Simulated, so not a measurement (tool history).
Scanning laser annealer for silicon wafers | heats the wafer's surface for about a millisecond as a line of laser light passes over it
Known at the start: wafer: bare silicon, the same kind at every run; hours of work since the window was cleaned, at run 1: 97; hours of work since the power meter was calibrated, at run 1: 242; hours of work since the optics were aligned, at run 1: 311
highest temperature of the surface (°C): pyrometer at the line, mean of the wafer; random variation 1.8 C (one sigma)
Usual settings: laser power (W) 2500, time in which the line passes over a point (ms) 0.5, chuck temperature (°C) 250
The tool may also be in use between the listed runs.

run   hour  laser power (W)  time in which the line passes over a point (ms)  chuck temperature (°C)  hours of work since the window was cleaned  hours of work since the power meter was calibrated  hours of work since the optics were aligned  highest temperature of the surface (°C)
  1      0             2500                                              0.5                     250                                          97                                                 242                                          311                                     1036
  2   16.7             2500                                              0.5                     245                                         106                                                 250                                          320                                     1034
  3   31.9             2500                                              0.5                     245                                         114                                                 258                                          328                                     1033
  4   44.9             2500                                              0.5                     245                                         120                                                 265                                          334                                     1033
  5   51.9             2500                                              0.5                     242                                         124                                                 268                                          338                                     1030
  6   67.7             2500                                              0.5                     242                                         132                                                 276                                          346                                     1030
  7   81.9             2500                                            0.398                     250                                         139                                                 284                                          354                                      963
  8   96.3             2500                                              0.5                     264                                         147                                                 291                                          361                                     1055
  9    108             2375                                              0.5                     250                                         153                                                 297                                          367                                      994
 10  115.4             2315                                              0.5                     250                                         157                                                 301                                          371                                      974
 11  127.7             2315                                              0.5                     250                                         163                                                 307                                          377                                      975
 12  143.3             2500                                            0.414                     250                                         171                                                 315                                          385                                      973
 13    157             2458                                             0.46                     219                                         178                                                 322                                          392                                      964
 14  164.6             2326                                             0.48                     232                                         182                                                 326                                          396                                      949
 15  175.4             2326                                             0.48                     232                                         188                                                 332                                          402                                      945
 16  182.4             2500                                              0.5                     214                                         191                                                 335                                          405                                     1002
 17  191.9             2504                                            0.403                     250                                         196                                                 340                                          410                                      968
 18  203.4             2459                                            0.379                     235                                         202                                                 346                                          416                                      920
 19  215.5             2500                                            0.551                     254                                         208                                                 352                                          422                                     1077
 20  231.8             2698                                            0.415                     250                                         217                                                 361                                          431                                     1040
 21  245.5             2500                                              0.5                     243                                         224                                                 368                                          438                                     1032
 22  252.6             2500                                              0.5                     243                                         227                                                 371                                          441                                     1030
 23  261.1             2500                                              0.5                     243                                         232                                                 376                                          446                                     1033

Forecast each of these 5 alternatives for the next run:
  A  272.5             2136                                              0.5                     255                                         237                                                 382                                          451                                        ?
  B  272.5             2136                                            0.412                     250                                         237                                                 382                                          451                                        ?
  C  272.5             2702                                              0.5                     221                                         237                                                 382                                          451                                        ?
  D  272.5             2312                                            0.441                     223                                         237                                                 382                                          451                                        ?
  E  272.5             2188                                            0.558                     219                                         237                                                 382                                          451                                        ?

run  highest temperature of the surface (°C)
  A                                      916
  B                                      858
  C                                     1081
  D                                      908
  E                                      939
Without the tool's hidden state the same runs would have given:
run  highest temperature of the surface (°C)
  A                                      917
  B                                      858
  C                                     1081
  D                                      908
  E                                      939
